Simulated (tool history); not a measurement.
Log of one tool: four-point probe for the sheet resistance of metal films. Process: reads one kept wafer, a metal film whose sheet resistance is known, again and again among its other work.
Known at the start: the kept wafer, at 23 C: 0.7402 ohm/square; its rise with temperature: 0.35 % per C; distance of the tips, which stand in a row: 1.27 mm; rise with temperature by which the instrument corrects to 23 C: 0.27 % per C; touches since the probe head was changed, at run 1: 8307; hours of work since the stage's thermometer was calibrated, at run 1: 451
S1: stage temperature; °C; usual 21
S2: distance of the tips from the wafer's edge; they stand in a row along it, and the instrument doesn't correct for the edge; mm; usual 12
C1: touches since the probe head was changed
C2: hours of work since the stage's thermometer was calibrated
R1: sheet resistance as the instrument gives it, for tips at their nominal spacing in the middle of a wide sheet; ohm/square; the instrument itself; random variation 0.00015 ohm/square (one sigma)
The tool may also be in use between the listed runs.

Run 1, hour 0: usual settings; C1 8307; C2 451. Result: R1 0.742121 ohm/square.
Run 2, hour 45: usual settings; C1 9932; C2 471. Result: R1 0.742229 ohm/square.
Run 3, hour 100.8: usual settings; C1 11952; C2 496. Result: R1 0.742338 ohm/square.
Run 4, hour 170.8: usual settings; C1 14482; C2 528. Result: R1 0.742167 ohm/square.
Run 5, hour 202.4: usual settings but S2 26 mm; C1 15623; C2 542. Result: R1 0.738711 ohm/square.
Run 6, hour 251.6: usual settings but S2 5 mm; C1 17402; C2 565. Result: R1 0.762995 ohm/square.
Run 7, hour 294: usual settings but S2 5 mm; C1 18934; C2 584. Result: R1 0.76273 ohm/square.
Run 8, hour 338.2: usual settings but S2 5 mm; C1 20534; C2 604. Result: R1 0.763037 ohm/square.
Run 9, hour 381.9: usual settings but S1 29 °C; C1 22111; C2 624. Result: R1 0.747927 ohm/square.
Run 10, hour 443.5: usual settings; C1 24338; C2 652. Result: R1 0.742704 ohm/square.
Run 11, hour 498.3: usual settings; C1 26321; C2 676. Result: R1 0.742823 ohm/square.
Run 12, hour 554.4: usual settings; C1 28348; C2 702. Result: R1 0.743151 ohm/square.
Run 13, hour 614.7: usual settings; C1 30529; C2 729. Result: R1 0.742995 ohm/square.
Run 14, hour 658.8: usual settings; C1 32123; C2 749. Result: R1 0.743347 ohm/square.
Run 15, hour 721.6: usual settings; C1 34391; C2 777. Result: R1 0.743213 ohm/square.
Run 16, hour 762.3: usual settings but S2 7 mm; C1 35864; C2 796. Result: R1 0.751936 ohm/square.
Run 17, hour 833.6: usual settings but S2 7 mm; C1 38439; C2 828. Result: R1 0.75225 ohm/square.
Run 18, hour 889.3: usual settings but S2 7 mm; C1 40452; C2 853. Result: R1 0.752124 ohm/square.
Run 19, hour 957.5: usual settings but S2 7 mm; C1 42918; C2 884. Result: R1 0.752053 ohm/square.
Run 20, hour 1015.3: usual settings but S1 19 °C, S2 4 mm; C1 45010; C2 911. Result: R1 0.776002 ohm/square.
Run 21, hour 1068.6: usual settings but S1 24 °C, S2 61 mm; C1 46935; C2 935. Result: R1 0.74177 ohm/square.
Run 22, hour 1137.4: usual settings but S1 33 °C, S2 38 mm; C1 49423; C2 966. Result: R1 0.747564 ohm/square.
Run 23, hour 1184.3: usual settings but S1 20 °C, S2 34 mm; C1 51118; C2 987. Result: R1 0.739652 ohm/square.
Run 24, hour 1220.2: usual settings but S2 48 mm; C1 52417; C2 1003. Result: R1 0.740053 ohm/square.
Run 25, hour 1265.2: usual settings but S1 32 °C, S2 4 mm; C1 54041; C2 1024. Result: R1 0.785241 ohm/square.
Run 26, hour 1306.2: usual settings but S1 23 °C, S2 28 mm; C1 55524; C2 1042. Result: R1 0.742311 ohm/square.
Run 27, hour 1337.2: usual settings but S1 23 °C, S2 28 mm; C1 56646; C2 1056. Result: R1 0.742115 ohm/square.
Run 28, hour 1408.4: usual settings but S1 19 °C, S2 4 mm; C1 59218; C2 1088. Result: R1 0.776942 ohm/square.

Run 29 comes next. What will it give?
Run 29, hour 1470.8: usual settings but S1 19 °C, S2 4 mm; C1 61475; C2 1117. Result: R1 ?.

Run 29 gave R1 0.776913 ohm/square.
Without the tool's hidden state the same run would have given R1 0.775493 ohm/square.
